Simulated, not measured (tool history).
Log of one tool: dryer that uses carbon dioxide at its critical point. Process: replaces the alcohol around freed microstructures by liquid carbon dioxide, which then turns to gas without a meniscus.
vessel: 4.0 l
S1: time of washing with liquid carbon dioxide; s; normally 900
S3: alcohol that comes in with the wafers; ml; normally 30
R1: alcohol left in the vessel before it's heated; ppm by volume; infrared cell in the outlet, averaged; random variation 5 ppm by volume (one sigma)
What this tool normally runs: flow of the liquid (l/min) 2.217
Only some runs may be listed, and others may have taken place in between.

{"run": 1, "day": 0.0, "S1": 900, "flow of the liquid (l/min)": 2.217, "S3": 30, "R1": 39}
{"run": 2, "day": 0.442, "S1": 900, "flow of the liquid (l/min)": 2.217, "S3": 30, "R1": 27}
{"run": 3, "day": 1.317, "S1": 900, "flow of the liquid (l/min)": 2.217, "S3": 30, "R1": 24}
{"run": 4, "day": 2.071, "S1": 900, "flow of the liquid (l/min)": 2.217, "S3": 30, "R1": 25}
{"run": 5, "day": 2.608, "S1": 900, "flow of the liquid (l/min)": 2.217, "S3": 30, "R1": 27}
{"run": 6, "day": 3.058, "S1": 900, "flow of the liquid (l/min)": 2.217, "S3": 30, "R1": 23}
{"run": 7, "day": 3.896, "S1": 900, "flow of the liquid (l/min)": 2.217, "S3": 30, "R1": 24}
{"run": 8, "day": 4.358, "S1": 900, "flow of the liquid (l/min)": 2.217, "S3": 30, "R1": 38}
{"run": 9, "day": 4.896, "S1": 900, "flow of the liquid (l/min)": 2.217, "S3": 30, "R1": 39}
{"run": 10, "day": 5.525, "S1": 900, "flow of the liquid (l/min)": 2.217, "S3": 30, "R1": 34}
{"run": 11, "day": 5.958, "S1": 900, "flow of the liquid (l/min)": 2.05, "S3": 30, "R1": 45}
{"run": 12, "day": 6.567, "S1": 900, "flow of the liquid (l/min)": 2.217, "S3": 96, "R1": 60}
{"run": 13, "day": 7.467, "S1": 900, "flow of the liquid (l/min)": 2.217, "S3": 30, "R1": 42}
{"run": 14, "day": 7.933, "S1": 900, "flow of the liquid (l/min)": 2.217, "S3": 30, "R1": 46}
{"run": 15, "day": 8.442, "S1": 900, "flow of the liquid (l/min)": 2.217, "S3": 30, "R1": 38}
{"run": 16, "day": 9.208, "S1": 900, "flow of the liquid (l/min)": 2.217, "S3": 30, "R1": 42}
{"run": 17, "day": 9.696, "S1": 900, "flow of the liquid (l/min)": 2.217, "S3": 30, "R1": 41}
{"run": 18, "day": 10.692, "S1": 900, "flow of the liquid (l/min)": 2.217, "S3": 30, "R1": 37}
{"run": 19, "day": 11.471, "S1": 900, "flow of the liquid (l/min)": 2.217, "S3": 30, "R1": 42}
{"run": 20, "day": 11.929, "S1": 900, "flow of the liquid (l/min)": 3.0, "S3": 30, "R1": 37}
{"run": 21, "day": 12.708, "S1": 660, "flow of the liquid (l/min)": 3.13, "S3": 56, "R1": 54}
{"run": 22, "day": 13.567, "S1": 660, "flow of the liquid (l/min)": 3.13, "S3": 56, "R1": 45}
{"run": 23, "day": 14.004, "S1": 660, "flow of the liquid (l/min)": 3.13, "S3": 56, "R1": 52}
{"run": 24, "day": 14.712, "S1": 660, "flow of the liquid (l/min)": 1.72, "S3": 68, "R1": 342}
{"run": 25, "day": 15.296, "S1": 900, "flow of the liquid (l/min)": 1.41, "S3": 107, "R1": 331}
{"run": 26, "day": 16.146, "S1": 900, "flow of the liquid (l/min)": 2.32, "S3": 92, "R1": 57}
{"run": 27, "day": 16.829, "S1": 1320, "flow of the liquid (l/min)": 2.32, "S3": 92, "R1": 54}
{"run": 28, "day": 17.812, "S1": 660, "flow of the liquid (l/min)": 2.217, "S3": 30, "R1": 101}
{"run": 29, "day": 18.383, "S1": 660, "flow of the liquid (l/min)": 2.217, "S3": 30, "R1": 89}
{"run": 30, "day": 19.167, "S1": 600, "flow of the liquid (l/min)": 2.59, "S3": 30, "R1": 82}
{"run": 31, "day": 19.883, "S1": 1320, "flow of the liquid (l/min)": 2.217, "S3": 30, "R1": 57}
{"run": 32, "day": 20.662, "S1": 1320, "flow of the liquid (l/min)": 2.48, "S3": 30, "R1": 56}
{"run": 33, "day": 21.633, "S1": 900, "flow of the liquid (l/min)": 2.21, "S3": 94, "R1": 81}
{"run": 34, "day": 22.508, "S1": 960, "flow of the liquid (l/min)": 2.71, "S3": 32, "R1": 64}
{"run": 35, "day": 23.371, "S1": 960, "flow of the liquid (l/min)": 2.48, "S3": 33, "R1": 59}
{"run": 36, "day": 23.825, "S1": 960, "flow of the liquid (l/min)": 2.48, "S3": 33, "R1": 57}
{"run": 37, "day": 24.408, "S1": 900, "flow of the liquid (l/min)": 2.217, "S3": 52, "R1": 71}

Here are 3 independent what-if runs from the current tool condition. What would each one return?
{"run": "A", "day": 25.358, "S1": 1440, "flow of the liquid (l/min)": 2.217, "S3": 29, "R1": "?"}
{"run": "B", "day": 25.358, "S1": 900, "flow of the liquid (l/min)": 1.6, "S3": 30, "R1": "?"}
{"run": "C", "day": 25.358, "S1": 600, "flow of the liquid (l/min)": 2.217, "S3": 27, "R1": "?"}

run=A R1=67
run=B R1=113
run=C R1=126
Without the tool's unlogged condition, the same runs would have read:
run=A R1=6
run=B R1=40
run=C R1=54

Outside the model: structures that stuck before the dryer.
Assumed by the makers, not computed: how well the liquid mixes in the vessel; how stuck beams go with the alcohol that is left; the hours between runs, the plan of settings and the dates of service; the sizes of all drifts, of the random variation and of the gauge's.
